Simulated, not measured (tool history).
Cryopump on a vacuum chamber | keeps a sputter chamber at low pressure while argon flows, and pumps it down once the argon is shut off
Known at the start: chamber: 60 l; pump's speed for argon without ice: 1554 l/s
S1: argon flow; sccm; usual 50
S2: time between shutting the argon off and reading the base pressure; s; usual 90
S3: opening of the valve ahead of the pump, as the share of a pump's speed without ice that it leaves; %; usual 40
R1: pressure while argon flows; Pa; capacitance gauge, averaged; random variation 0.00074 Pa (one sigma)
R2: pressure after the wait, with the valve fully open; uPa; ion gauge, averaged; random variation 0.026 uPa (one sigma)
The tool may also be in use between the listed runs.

| run | hour | S1 | S2 | S3 | R1 | R2 |
|---|---|---|---|---|---|---|
| 1 | 0.0 | 50 | 90 | 40 | 0.1438 | 1.41 |
| 2 | 22.4 | 50 | 90 | 40 | 0.1450 | 1.44 |
| 3 | 39.4 | 50 | 90 | 31 | 0.1843 | 1.41 |
| 4 | 61.0 | 50 | 90 | 31 | 0.1853 | 1.44 |
| 5 | 82.8 | 50 | 34 | 31 | 0.1856 | 2.82 |
| 6 | 103.8 | 50 | 34 | 31 | 0.1842 | 2.94 |
| 7 | 129.4 | 50 | 90 | 40 | 0.1462 | 1.46 |
| 8 | 147.8 | 50 | 90 | 40 | 0.1459 | 1.49 |
| 9 | 175.4 | 50 | 90 | 40 | 0.1460 | 1.46 |
| 10 | 193.1 | 50 | 90 | 24 | 0.2371 | 1.53 |
| 11 | 220.6 | 50 | 90 | 40 | 0.1472 | 1.47 |
| 12 | 240.6 | 50 | 90 | 40 | 0.1467 | 1.47 |
| 13 | 265.6 | 26 | 90 | 40 | 0.0768 | 1.48 |
| 14 | 287.8 | 26 | 90 | 40 | 0.0777 | 1.52 |
| 15 | 306.8 | 22 | 90 | 53 | 0.0510 | 1.55 |
| 16 | 332.3 | 27 | 61 | 24 | 0.1281 | 1.99 |
| 17 | 355.7 | 23 | 202 | 43 | 0.0647 | 1.04 |
| 18 | 369.8 | 23 | 202 | 26 | 0.1032 | 1.06 |
| 19 | 389.0 | 22 | 96 | 25 | 0.1013 | 1.47 |
| 20 | 413.9 | 60 | 90 | 56 | 0.1335 | 1.61 |
| 21 | 433.6 | 60 | 90 | 56 | 0.1336 | 1.59 |
| 22 | 452.5 | 70 | 266 | 40 | 0.2106 | 0.98 |
| 23 | 478.2 | 62 | 44 | 17 | 0.4157 | 2.59 |
| 24 | 495.1 | 50 | 26 | 32 | 0.1848 | 3.71 |
| 25 | 520.3 | 35 | 90 | 40 | 0.1051 | 1.61 |

5 ways to go on from here, each from the tool as it stands after run 25. What would each give?
| A | 538.5 | 49 | 33 | 19 | ? | ? |
| B | 538.5 | 35 | 90 | 43 | ? | ? |
| C | 538.5 | 54 | 90 | 40 | ? | ? |
| D | 538.5 | 73 | 90 | 40 | ? | ? |
| E | 538.5 | 35 | 90 | 19 | ? | ? |

| run | R1 | R2 |
|---|---|---|
| A | 0.2985 | 3.23 |
| B | 0.0981 | 1.61 |
| C | 0.1652 | 1.60 |
| D | 0.2193 | 1.64 |
| E | 0.2101 | 1.60 |
Without the tool's hidden state the same runs would have given:
| run | R1 | R2 |
|---|---|---|
| A | 0.2832 | 2.68 |
| B | 0.0873 | 1.07 |
| C | 0.1483 | 1.07 |
| D | 0.1968 | 1.10 |
| E | 0.1993 | 1.06 |
